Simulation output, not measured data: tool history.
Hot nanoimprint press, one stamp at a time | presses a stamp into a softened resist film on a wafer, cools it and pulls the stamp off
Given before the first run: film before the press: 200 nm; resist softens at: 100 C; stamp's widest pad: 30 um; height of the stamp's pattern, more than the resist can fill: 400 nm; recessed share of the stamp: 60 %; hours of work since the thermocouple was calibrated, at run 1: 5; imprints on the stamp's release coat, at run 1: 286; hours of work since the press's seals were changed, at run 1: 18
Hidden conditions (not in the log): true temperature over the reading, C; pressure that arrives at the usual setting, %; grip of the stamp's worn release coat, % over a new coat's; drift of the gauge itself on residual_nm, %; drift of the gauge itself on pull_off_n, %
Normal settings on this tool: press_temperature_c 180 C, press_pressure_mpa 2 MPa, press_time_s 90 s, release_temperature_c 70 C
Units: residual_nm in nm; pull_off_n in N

run	hour	press_temperature_c	press_pressure_mpa	press_time_s	release_temperature_c	hours of work since the thermocouple was calibrated	imprints on the stamp's release coat	hours of work since the press's seals were changed	residual_nm	pull_off_n
1	0	180	2	90	70	5	286	18	82	191
2	47.1	180	2	90	70	26	383	39	82	189
3	110	180	2	90	70	54	512	67	82	193
4	163.8	180	2	90	70	78	622	91	81.6	193
5	226.6	180	2	167	70	107	751	120	64.4	191
# hour 272.6: stamp cleaned and given a new release coat
6	324.3	180	2	167	70	148	106	161	64.3	190
7	404.5	180	2	167	70	184	271	197	64.3	188
8	452.6	180	2	167	70	206	369	219	64.5	194
9	531.5	180	2	167	70	241	531	254	64.8	194
10	612.1	180	2	167	70	278	697	291	64.5	196
# hour 682.9: stamp cleaned and given a new release coat
11	704.1	180	2	167	70	316	43	329	64.7	187
12	793.3	180	2	167	70	356	226	370	64.6	186
13	853.4	180	2	167	70	384	350	397	64.4	193
# hour 916.4: plate thermocouple calibrated
14	936	180	2	167	70	9	513	432	65	197
15	997.2	179	2	90	70	36	638	460	84.8	187
16	1044	182	2.84	90	69	57	734	481	65.2	194
# hour 1092.1: stamp cleaned and given a new release coat
17	1139.3	181	2.5	90	69	98	97	521	72.2	188
18	1188.9	180	2	145	70	120	199	544	68.7	187
19	1263.7	180	1.65	78	70	154	352	577	95.4	184
20	1341.6	180	1.65	78	70	189	512	612	95.6	190
21	1402.5	180	1.65	78	70	216	637	640	95.6	190
22	1490.9	177	2	91	70	256	818	680	90.2	185
# hour 1501.3: stamp cleaned and given a new release coat
23	1551.4	180	2	90	71	281	103	704	83.1	181
24	1599.4	180	2	90	71	302	202	726	82.9	192
25	1638.6	192	2	63	70	320	282	743	68.2	184
26	1679.5	180	2	77	70	338	366	762	87.9	191
27	1719.1	180	3.07	90	74	356	447	780	66.7	173
28	1801.2	180	3.07	90	74	393	616	817	67	182

Branching from run 28: 4 alternative next runs. What would each branch give?
# hour 1845.7: plate thermocouple calibrated
# hour 1853.7: press's hydraulic seals changed and the load cell set to zero
A	1857.5	175	3.07	86	60	2	708	2	?	?
# hour 1845.7: plate thermocouple calibrated
# hour 1853.7: press's hydraulic seals changed and the load cell set to zero
B	1857.5	180	1.39	90	70	2	708	2	?	?
# hour 1845.7: plate thermocouple calibrated
# hour 1853.7: press's hydraulic seals changed and the load cell set to zero
C	1857.5	180	1.23	90	74	2	708	2	?	?
# hour 1845.7: plate thermocouple calibrated
# hour 1853.7: press's hydraulic seals changed and the load cell set to zero
D	1857.5	181	2	90	74	2	708	2	?	?

run	residual_nm	pull_off_n
A	79.1	222
B	98.8	189
C	104.3	173
D	80.7	175
With the hidden condition removed and each run's random variation left untouched, the same runs would have given:
run	residual_nm	pull_off_n
A	77.9	219
B	97.3	187
C	102.7	171
D	79.4	173

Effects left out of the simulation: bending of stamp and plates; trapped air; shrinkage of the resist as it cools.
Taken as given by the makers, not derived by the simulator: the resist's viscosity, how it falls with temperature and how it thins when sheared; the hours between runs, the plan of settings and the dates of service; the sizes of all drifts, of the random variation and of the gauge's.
